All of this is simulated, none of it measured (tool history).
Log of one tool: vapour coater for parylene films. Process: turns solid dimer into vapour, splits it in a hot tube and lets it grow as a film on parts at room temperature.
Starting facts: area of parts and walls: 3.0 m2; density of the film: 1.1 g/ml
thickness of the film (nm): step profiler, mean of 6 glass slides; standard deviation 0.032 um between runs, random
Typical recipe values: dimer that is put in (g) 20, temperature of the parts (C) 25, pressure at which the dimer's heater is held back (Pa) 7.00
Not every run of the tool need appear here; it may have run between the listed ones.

run	hour	dimer that is put in (g)	temperature of the parts (C)	pressure at which the dimer's heater is held back (Pa)	thickness of the film (nm)
1	0.0	20	25	7.00	3020
2	32.3	20	25	7.00	3010
3	84.5	20	25	7.00	2970
4	157.6	20	25	7.00	2970
5	196.5	20	25	7.00	2990
6	235.4	29	25	7.00	4220
7	267.1	20	25	7.00	2940
8	328.2	20	25	7.00	2910
9	404.9	20	25	7.00	2920
10	448.9	20	25	7.00	2850
11	480.7	20	25	7.00	2850
12	545.9	20	25	7.00	2820
13	592.9	15	25	7.00	2100
# hour 622.5: trap's valve overhauled
14	647.1	15	25	3.22	2580
15	680.5	15	25	3.22	2640
16	727.9	17	36	2.39	1890
17	793.6	11	22	6.73	1920
18	838.0	11	22	6.73	1960
19	906.0	11	22	6.73	1840
20	970.3	11	22	6.73	1910
21	1039.6	11	30	4.92	1390
22	1097.3	11	30	4.92	1360
23	1169.8	30	26	3.84	4600
24	1244.8	19	25	2.80	3200
25	1301.8	11	17	2.07	2890
26	1341.7	21	25	5.80	3050
27	1385.2	11	19	2.99	2420
# hour 1429.1: trap's valve overhauled
28	1457.9	12	32	4.60	1380
29	1498.4	9	32	4.60	1030
30	1566.3	9	32	4.60	1030

3 options for the next run, each taken on its own from the tool as it stands now. Forecast them:
A	1599.6	9	32	3.70	?
B	1599.6	15	20	3.30	?
C	1599.6	10	32	2.25	?

run	thickness of the film (nm)
A	1030
B	3180
C	1300
Take away the tool's hidden state, keep each run's random variation, and the runs would have read:
run	thickness of the film (nm)
A	1090
B	3330
C	1370

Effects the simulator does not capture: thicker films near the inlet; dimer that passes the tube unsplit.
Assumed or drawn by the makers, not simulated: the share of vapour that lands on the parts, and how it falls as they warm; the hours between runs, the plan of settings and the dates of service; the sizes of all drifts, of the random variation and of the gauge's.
